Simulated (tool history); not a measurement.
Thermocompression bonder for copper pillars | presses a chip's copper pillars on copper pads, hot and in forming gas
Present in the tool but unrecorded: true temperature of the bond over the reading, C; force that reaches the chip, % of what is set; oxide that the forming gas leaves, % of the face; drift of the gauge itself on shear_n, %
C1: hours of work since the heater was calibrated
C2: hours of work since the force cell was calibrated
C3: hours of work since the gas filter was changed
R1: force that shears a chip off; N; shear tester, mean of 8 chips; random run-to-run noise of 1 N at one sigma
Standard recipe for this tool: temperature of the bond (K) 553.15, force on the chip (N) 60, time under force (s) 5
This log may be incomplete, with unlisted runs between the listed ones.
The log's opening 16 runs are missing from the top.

Run 17, hour 364.7: usual settings but time under force (s) 3; C1 817; C2 956; C3 98. Result: R1 71.7 N.
Run 18, hour 382.6: usual settings but time under force (s) 3; C1 826; C2 966; C3 107. Result: R1 71.9 N.
Run 19, hour 408.7: usual settings but time under force (s) 3; C1 840; C2 980; C3 121. Result: R1 71.5 N.
Run 20, hour 439.7: usual settings but time under force (s) 3; C1 857; C2 996; C3 137. Result: R1 69.8 N.
Run 21, hour 463: usual settings but temperature of the bond (K) 563.15, time under force (s) 4; C1 869; C2 1008; C3 149. Result: R1 84.2 N.
Run 22, hour 484.3: usual settings but temperature of the bond (K) 563.15, time under force (s) 4; C1 880; C2 1019; C3 161. Result: R1 85.4 N.
Run 23, hour 512.6: usual settings but temperature of the bond (K) 526.15, force on the chip (N) 53, time under force (s) 7; C1 895; C2 1034; C3 176. Result: R1 66.3 N.
Run 24, hour 529.3: usual settings but temperature of the bond (K) 552.15, time under force (s) 12; C1 904; C2 1043; C3 185. Result: R1 106.3 N.
Run 25, hour 558.5: usual settings but temperature of the bond (K) 552.15, time under force (s) 12; C1 919; C2 1059; C3 200. Result: R1 105.5 N.
At hour 563: force cell calibrated.
Run 26, hour 578: usual settings but temperature of the bond (K) 524.15, force on the chip (N) 80, time under force (s) 12; C1 929; C2 8; C3 209. Result: R1 94.1 N.
Run 27, hour 602.3: usual settings but temperature of the bond (K) 543.15, force on the chip (N) 80, time under force (s) 7; C1 942; C2 21; C3 222. Result: R1 95.9 N.
Run 28, hour 631.6: usual settings but temperature of the bond (K) 566.15, force on the chip (N) 43, time under force (s) 12; C1 957; C2 36; C3 238. Result: R1 97.3 N.
At hour 645.4: force cell calibrated, once more.
Run 29, hour 658.8: usual settings but temperature of the bond (K) 542.15, force on the chip (N) 40, time under force (s) 14; C1 971; C2 7; C3 251. Result: R1 85.5 N.
Run 30, hour 685.9: usual settings but temperature of the bond (K) 531.15, force on the chip (N) 68, time under force (s) 12; C1 985; C2 21; C3 266. Result: R1 96 N.
Run 31, hour 699.3: usual settings but temperature of the bond (K) 557.15; C1 992; C2 28; C3 273. Result: R1 85.3 N.
Run 32, hour 730.9: usual settings but temperature of the bond (K) 557.15, force on the chip (N) 41, time under force (s) 12; C1 1009; C2 45; C3 289. Result: R1 90.9 N.
Run 33, hour 748.6: usual settings but force on the chip (N) 40, time under force (s) 11; C1 1018; C2 54; C3 299. Result: R1 86 N.
Run 34, hour 768.8: usual settings but force on the chip (N) 40, time under force (s) 6; C1 1029; C2 65; C3 309. Result: R1 67.7 N.
Run 35, hour 797.8: usual settings but force on the chip (N) 40, time under force (s) 6; C1 1044; C2 80; C3 325. Result: R1 69.3 N.
Run 36, hour 821.4: usual settings but temperature of the bond (K) 554.15, force on the chip (N) 64; C1 1057; C2 93; C3 337. Result: R1 85.8 N.
Run 37, hour 854.2: usual settings but temperature of the bond (K) 528.15, force on the chip (N) 46; C1 1074; C2 110; C3 355. Result: R1 53 N.
Run 38, hour 878.4: usual settings but temperature of the bond (K) 528.15, force on the chip (N) 46; C1 1087; C2 123; C3 367. Result: R1 52.7 N.
Run 39, hour 898.1: usual settings but temperature of the bond (K) 538.15, force on the chip (N) 85; C1 1097; C2 133; C3 378. Result: R1 87 N.

What if the next run were any one of these 5? Each begins from the tool's condition after run 39:
Run A, hour 928.8: usual settings but force on the chip (N) 41, time under force (s) 4; C1 1113; C2 150; C3 394. Result: R1 ?.
Run B, hour 928.8: usual settings but temperature of the bond (K) 524.15, force on the chip (N) 90, time under force (s) 8; C1 1113; C2 150; C3 394. Result: R1 ?.
Run C, hour 928.8: usual settings but temperature of the bond (K) 532.15; C1 1113; C2 150; C3 394. Result: R1 ?.
Run D, hour 928.8: usual settings but force on the chip (N) 56; C1 1113; C2 150; C3 394. Result: R1 ?.
Run E, hour 928.8: usual settings but force on the chip (N) 68, time under force (s) 12; C1 1113; C2 150; C3 394. Result: R1 ?.

run     R1
  A   58.9
  B   89.6
  C   65.7
  D   77.5
  E  109.4
What these runs would have given with no unlogged condition in the tool:
run     R1
  A   67.5
  B    102
  C   75.4
  D   88.3
  E  122.9
